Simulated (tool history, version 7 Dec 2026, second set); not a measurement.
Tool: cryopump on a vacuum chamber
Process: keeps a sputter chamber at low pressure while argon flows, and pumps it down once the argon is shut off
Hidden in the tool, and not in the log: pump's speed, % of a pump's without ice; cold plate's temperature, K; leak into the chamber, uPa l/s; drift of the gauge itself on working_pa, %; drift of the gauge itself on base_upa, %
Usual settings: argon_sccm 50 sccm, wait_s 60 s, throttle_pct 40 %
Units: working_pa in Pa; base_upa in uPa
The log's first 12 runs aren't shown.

| run | day | argon_sccm | wait_s | throttle_pct | hours of work since the pump was warmed up and emptied | hours of work since the cold head was overhauled | hours of work since the chamber's fittings were tightened | working_pa | base_upa |
|---|---|---|---|---|---|---|---|---|---|
| 13 | 11.192 | 50 | 60 | 40 | 484 | 484 | 1064 | 0.0967 | 1.35 |
| 14 | 11.946 | 50 | 60 | 40 | 492 | 492 | 1072 | 0.0974 | 1.33 |
| 15 | 12.617 | 50 | 60 | 40 | 499 | 499 | 1079 | 0.0966 | 1.36 |
| 16 | 13.667 | 50 | 60 | 40 | 511 | 511 | 1091 | 0.0978 | 1.31 |
| 17 | 14.575 | 50 | 60 | 40 | 521 | 521 | 1101 | 0.0979 | 1.35 |
| 18 | 15.754 | 50 | 26 | 40 | 534 | 534 | 1114 | 0.0975 | 2.7 |
| 19 | 16.354 | 56 | 105 | 40 | 540 | 540 | 1120 | 0.1086 | 0.89 |
| 20 | 17.588 | 50 | 60 | 49 | 554 | 554 | 1134 | 0.0803 | 1.32 |
| 21 | 18.225 | 50 | 60 | 49 | 561 | 561 | 1141 | 0.0808 | 1.32 |
| 22 | 19.421 | 50 | 41 | 31 | 574 | 574 | 1154 | 0.1233 | 1.84 |
| 23 | 20.262 | 88 | 21 | 47 | 583 | 583 | 1163 | 0.1476 | 3.22 |
| 24 | 21.354 | 79 | 33 | 44 | 595 | 595 | 1175 | 0.1403 | 2.18 |
| 25 | 22.529 | 79 | 33 | 44 | 608 | 608 | 1188 | 0.1418 | 2.16 |
| 26 | 23.446 | 27 | 28 | 24 | 618 | 618 | 1198 | 0.087 | 2.49 |
| 27 | 24.458 | 27 | 28 | 24 | 629 | 629 | 1209 | 0.0861 | 2.46 |
| 28 | 25.417 | 46 | 28 | 24 | 640 | 640 | 1220 | 0.1464 | 2.54 |
| 29 | 26.183 | 30 | 31 | 24 | 648 | 648 | 1228 | 0.0962 | 2.32 |
| 30 | 27.267 | 36 | 60 | 25 | 660 | 660 | 1240 | 0.1103 | 1.33 |
| 31 | 28.45 | 56 | 182 | 31 | 673 | 673 | 1253 | 0.1404 | 0.71 |
| 32 | 29.208 | 95 | 60 | 15 | 681 | 681 | 1261 | 0.4826 | 1.4 |
| 33 | 30.425 | 23 | 117 | 41 | 695 | 695 | 1275 | 0.0452 | 0.92 |
| 34 | 31 | 35 | 49 | 24 | 701 | 701 | 1281 | 0.1113 | 1.58 |
| 35 | 32.042 | 45 | 49 | 24 | 713 | 713 | 1293 | 0.1456 | 1.59 |

3 ways to go on from here, each from the tool as it stands after run 35. What would each give?
| A | 32.958 | 30 | 49 | 24 | 723 | 723 | 1303 | ? | ? |
| B | 32.958 | 26 | 139 | 40 | 723 | 723 | 1303 | ? | ? |
| C | 32.958 | 50 | 139 | 22 | 723 | 723 | 1303 | ? | ? |

| run | working_pa | base_upa |
|---|---|---|
| A | 0.0979 | 1.62 |
| B | 0.0504 | 0.81 |
| C | 0.1758 | 0.81 |
Without the tool's hidden state the same runs would have given:
| run | working_pa | base_upa |
|---|---|---|
| A | 0.0935 | 1.36 |
| B | 0.0466 | 0.55 |
| C | 0.1685 | 0.55 |
